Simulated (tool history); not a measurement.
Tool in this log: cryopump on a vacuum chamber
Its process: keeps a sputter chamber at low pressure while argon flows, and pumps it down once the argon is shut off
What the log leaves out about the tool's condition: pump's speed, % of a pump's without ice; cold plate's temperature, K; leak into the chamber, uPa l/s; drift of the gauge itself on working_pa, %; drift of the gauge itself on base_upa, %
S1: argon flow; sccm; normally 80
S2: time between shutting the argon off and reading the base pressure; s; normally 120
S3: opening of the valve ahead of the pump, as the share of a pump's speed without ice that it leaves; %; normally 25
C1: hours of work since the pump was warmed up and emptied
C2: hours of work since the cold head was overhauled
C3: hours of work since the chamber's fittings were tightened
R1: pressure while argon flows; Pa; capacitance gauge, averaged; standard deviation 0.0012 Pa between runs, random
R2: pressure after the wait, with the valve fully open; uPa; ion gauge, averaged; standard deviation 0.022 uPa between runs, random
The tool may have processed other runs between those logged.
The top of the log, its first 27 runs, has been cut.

run 28 hour=635.0 | S1=128 S2=48 S3=29 | C1=297 C2=297 C3=1006 | R1=0.3861 R2=2.34
run 29 hour=659.0 | S1=80 S2=25 S3=25 | C1=307 C2=307 C3=1016 | R1=0.2795 R2=3.41
run 30 hour=683.8 | S1=37 S2=53 S3=36 | C1=317 C2=317 C3=1027 | R1=0.0914 R2=2.21
run 31 hour=715.3 | S1=49 S2=53 S3=36 | C1=330 C2=330 C3=1040 | R1=0.1202 R2=2.30
run 32 hour=746.8 | S1=80 S2=23 S3=16 | C1=343 C2=343 C3=1053 | R1=0.4350 R2=3.58
run 33 hour=773.7 | S1=80 S2=23 S3=16 | C1=355 C2=355 C3=1064 | R1=0.4354 R2=3.61
run 34 hour=794.1 | S1=72 S2=108 S3=16 | C1=363 C2=363 C3=1073 | R1=0.3889 R2=1.80
run 35 hour=810.6 | S1=123 S2=48 S3=32 | C1=370 C2=370 C3=1080 | R1=0.3380 R2=2.35

Predict each of these 3 candidate next runs independently; none follows another, all start after run 35:
run A hour=826.8 | S1=80 S2=120 S3=32 | C1=377 C2=377 C3=1087 | R1=? R2=?
run B hour=826.8 | S1=40 S2=48 S3=25 | C1=377 C2=377 C3=1087 | R1=? R2=?
run C hour=826.8 | S1=36 S2=120 S3=23 | C1=377 C2=377 C3=1087 | R1=? R2=?

run=A R1=0.2189 R2=1.78
run=B R1=0.1404 R2=2.51
run=C R1=0.1367 R2=1.74
With no hidden state in the tool, these same runs would have given:
run=A R1=0.2120 R2=0.62
run=B R1=0.1370 R2=1.33
run=C R1=0.1336 R2=0.60
